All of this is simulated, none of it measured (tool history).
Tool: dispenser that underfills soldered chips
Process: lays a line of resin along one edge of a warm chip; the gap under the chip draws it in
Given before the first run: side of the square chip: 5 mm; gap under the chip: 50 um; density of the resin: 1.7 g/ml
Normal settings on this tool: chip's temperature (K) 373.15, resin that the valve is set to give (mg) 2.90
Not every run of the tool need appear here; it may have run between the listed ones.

| run | hour | chip's temperature (K) | resin that the valve is set to give (mg) | time until the resin shows at the far edge (s) | resin that the valve gave (mg) |
|---|---|---|---|---|---|
| 1 | 0.0 | 373.15 | 2.90 | 36.1 | 2.78 |
| 2 | 10.4 | 373.15 | 2.90 | 53.9 | 2.77 |
|  | 12.0 | new syringe of resin |
| 3 | 21.6 | 373.15 | 2.90 | 43.2 | 2.80 |
|  | 28.5 | new syringe of resin |
| 4 | 35.2 | 373.15 | 2.90 | 37.7 | 2.79 |
|  | 45.4 | new syringe of resin |
| 5 | 48.4 | 373.15 | 2.90 | 33.6 | 2.72 |
| 6 | 61.1 | 373.15 | 2.90 | 54.6 | 2.71 |
|  | 62.1 | new syringe of resin |
| 7 | 76.8 | 373.15 | 3.63 | 50.0 | 3.33 |
|  | 78.3 | new syringe of resin |
|  | 86.4 | dispensing valve cleaned and set on the balance |
| 8 | 93.1 | 373.15 | 2.90 | 49.4 | 2.87 |
|  | 95.6 | new syringe of resin |
| 9 | 103.7 | 373.15 | 2.90 | 40.2 | 2.87 |
|  | 111.7 | new syringe of resin |
| 10 | 115.6 | 373.15 | 2.84 | 33.9 | 2.74 |
| 11 | 125.4 | 373.15 | 3.35 | 47.3 | 3.32 |
|  | 127.8 | new syringe of resin |
| 12 | 138.5 | 367.15 | 3.35 | 56.2 | 3.21 |
|  | 144.6 | new syringe of resin |
| 13 | 154.6 | 360.15 | 2.90 | 78.6 | 2.75 |
|  | 161.3 | new syringe of resin |
| 14 | 161.8 | 362.15 | 2.90 | 50.9 | 2.73 |
| 15 | 173.8 | 362.15 | 2.90 | 80.2 | 2.83 |
|  | 178.2 | new syringe of resin |
| 16 | 185.7 | 362.15 | 2.90 | 65.4 | 2.71 |
|  | 187.7 | stage's temperature calibrated |
|  | 195.4 | new syringe of resin |
| 17 | 199.5 | 362.15 | 2.90 | 61.1 | 2.70 |
|  | 211.9 | new syringe of resin |
| 18 | 215.3 | 373.15 | 2.50 | 37.9 | 2.33 |
| 19 | 226.9 | 373.15 | 2.50 | 58.6 | 2.26 |
|  | 228.4 | new syringe of resin |
|  | 240.0 | dispensing valve cleaned and set on the balance |
| 20 | 240.6 | 380.15 | 2.85 | 34.7 | 2.89 |
|  | 245.9 | new syringe of resin |
| 21 | 252.5 | 369.15 | 3.64 | 45.6 | 3.70 |
|  | 262.3 | new syringe of resin |
| 22 | 267.4 | 372.15 | 3.54 | 38.2 | 3.49 |
| 23 | 275.8 | 363.15 | 2.53 | 83.6 | 2.49 |
|  | 278.8 | new syringe of resin |
| 24 | 291.1 | 379.15 | 2.50 | 40.2 | 2.43 |
|  | 294.9 | new syringe of resin |
| 25 | 301.1 | 384.15 | 2.87 | 24.8 | 2.79 |
|  | 311.2 | new syringe of resin |
| 26 | 316.4 | 385.15 | 3.36 | 21.7 | 3.20 |
| 27 | 326.4 | 376.15 | 3.36 | 46.9 | 3.27 |
|  | 327.4 | new syringe of resin |
| 28 | 336.2 | 372.15 | 2.98 | 44.0 | 2.78 |
|  | 344.1 | new syringe of resin |
| 29 | 346.0 | 372.15 | 2.98 | 35.3 | 2.83 |
| 30 | 357.2 | 372.15 | 2.98 | 52.5 | 2.80 |
|  | 360.5 | new syringe of resin |
| 31 | 373.1 | 372.15 | 2.98 | 51.1 | 2.82 |
|  | 377.3 | new syringe of resin |
| 32 | 387.6 | 378.15 | 3.56 | 34.0 | 3.26 |
|  | 392.1 | dispensing valve cleaned and set on the balance |
|  | 394.7 | new syringe of resin |
| 33 | 397.9 | 378.15 | 3.56 | 27.0 | 3.55 |
|  | 411.5 | new syringe of resin |
| 34 | 413.3 | 369.15 | 3.77 | 37.6 | 3.71 |
| 35 | 423.5 | 373.15 | 3.57 | 45.4 | 3.52 |

How would selected steps in time until the resin shows at the far edge (s) from run to run divide? Give the signed amount a tool lacking its hidden state would still show from settings, what came in and random variation, and the signed amount left for the hidden state, including any gauge scatter that is not in both of the compared results.
What the log doesn't record here: resin's viscosity, % of fresh resin's; dose that the valve gives, % of what is set; true chip temperature over the reading, C; drift of the gauge itself on fill_s, %; drift of the gauge itself on given_mg, %.
Run 13 -> 14: chip's temperature (K) 360.15 -> 362.15, new syringe of resin. time until the resin shows at the far edge (s) -27.7: hidden state -22.5, all else -5.2.
Run 14 -> 15: nothing adjusted, nothing logged. time until the resin shows at the far edge (s) +29.3: hidden state +28.6, all else +0.7.
Run 22 -> 23: chip's temperature (K) 372.15 -> 363.15, resin that the valve is set to give (mg) 3.54 -> 2.53. time until the resin shows at the far edge (s) +45.4: hidden state +25.4, all else +20.0.
Run 23 -> 24: chip's temperature (K) 363.15 -> 379.15, resin that the valve is set to give (mg) 2.53 -> 2.50, new syringe of resin. time until the resin shows at the far edge (s) -43.4: hidden state -16.7, all else -26.7.
